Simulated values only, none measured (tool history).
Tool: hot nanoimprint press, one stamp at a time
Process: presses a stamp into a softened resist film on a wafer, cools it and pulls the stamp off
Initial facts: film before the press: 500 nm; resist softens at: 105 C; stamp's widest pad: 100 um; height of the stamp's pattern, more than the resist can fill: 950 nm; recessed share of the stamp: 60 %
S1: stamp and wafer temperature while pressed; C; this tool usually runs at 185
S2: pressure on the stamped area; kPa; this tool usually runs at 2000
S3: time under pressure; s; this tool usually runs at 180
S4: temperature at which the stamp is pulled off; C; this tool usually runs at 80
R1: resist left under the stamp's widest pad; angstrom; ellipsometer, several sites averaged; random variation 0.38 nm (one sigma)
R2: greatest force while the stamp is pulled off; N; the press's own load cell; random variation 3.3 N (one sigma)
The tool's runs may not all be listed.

| run | hour | S1 | S2 | S3 | S4 | R1 | R2 |
|---|---|---|---|---|---|---|---|
| 1 | 0 | 185 | 2000 | 180 | 80 | 2907 | 167 |
| 2 | 13.9 | 185 | 2000 | 180 | 75 | 2916 | 185 |
| 3 | 30.5 | 195 | 2000 | 180 | 75 | 2099 | 183 |
| 4 | 48.4 | 185 | 1360 | 180 | 80 | 3344 | 176 |
| 5 | 63.9 | 185 | 1960 | 180 | 80 | 2931 | 170 |
| 6 | 77.1 | 185 | 1960 | 180 | 80 | 2936 | 178 |
| 7 | 88.8 | 185 | 1960 | 180 | 80 | 2931 | 177 |
| 8 | 98.7 | 185 | 2110 | 180 | 80 | 2849 | 179 |
| 9 | 107.8 | 185 | 2000 | 150 | 80 | 3076 | 177 |
| 10 | 120.3 | 185 | 2000 | 150 | 80 | 3074 | 175 |
| 11 | 129.7 | 185 | 2000 | 180 | 80 | 2914 | 177 |
| 12 | 140.4 | 185 | 1480 | 180 | 80 | 3248 | 179 |
| 13 | 158.3 | 185 | 2000 | 180 | 80 | 2903 | 182 |
| 14 | 174.2 | 185 | 2000 | 180 | 80 | 2911 | 183 |
| 15 | 188.3 | 185 | 2000 | 180 | 80 | 2900 | 185 |
| 16 | 206.5 | 185 | 2000 | 180 | 80 | 2898 | 190 |
| 17 | 221.5 | 185 | 2000 | 123 | 80 | 3247 | 181 |
| 18 | 234.2 | 185 | 2000 | 180 | 78 | 2904 | 192 |
|  | 238.2 | plate thermocouple calibrated |
| 19 | 245.7 | 185 | 2000 | 180 | 77 | 2890 | 200 |
| 20 | 256.8 | 185 | 1880 | 327 | 81 | 2431 | 188 |
| 21 | 268.8 | 185 | 1330 | 271 | 81 | 2976 | 187 |
| 22 | 280 | 185 | 2030 | 180 | 80 | 2873 | 195 |
| 23 | 298.4 | 185 | 2030 | 180 | 80 | 2864 | 190 |
| 24 | 308.5 | 175 | 2030 | 180 | 69 | 3785 | 228 |
| 25 | 322.7 | 194 | 2520 | 100 | 68 | 2396 | 225 |
| 26 | 335.7 | 190 | 2000 | 180 | 71 | 2456 | 216 |
|  | 341.7 | plate thermocouple calibrated, once more |
| 27 | 347.6 | 188 | 1280 | 345 | 80 | 2647 | 198 |
| 28 | 367 | 188 | 1280 | 345 | 80 | 2644 | 197 |
| 29 | 383.1 | 174 | 1940 | 231 | 68 | 3834 | 238 |

3 ways to go on from here, each from the tool as it stands after run 29. What would each give?
| A | 398.6 | 179 | 2000 | 239 | 80 | ? | ? |
| B | 398.6 | 196 | 1430 | 94 | 80 | ? | ? |
| C | 398.6 | 177 | 2000 | 146 | 80 | ? | ? |

| run | R1 | R2 |
|---|---|---|
| A | 3300 | 200 |
| B | 3025 | 204 |
| C | 3896 | 194 |
Take away the tool's hidden state, keep each run's random variation, and the runs would have read:
| run | R1 | R2 |
|---|---|---|
| A | 3269 | 156 |
| B | 3001 | 159 |
| C | 3869 | 152 |

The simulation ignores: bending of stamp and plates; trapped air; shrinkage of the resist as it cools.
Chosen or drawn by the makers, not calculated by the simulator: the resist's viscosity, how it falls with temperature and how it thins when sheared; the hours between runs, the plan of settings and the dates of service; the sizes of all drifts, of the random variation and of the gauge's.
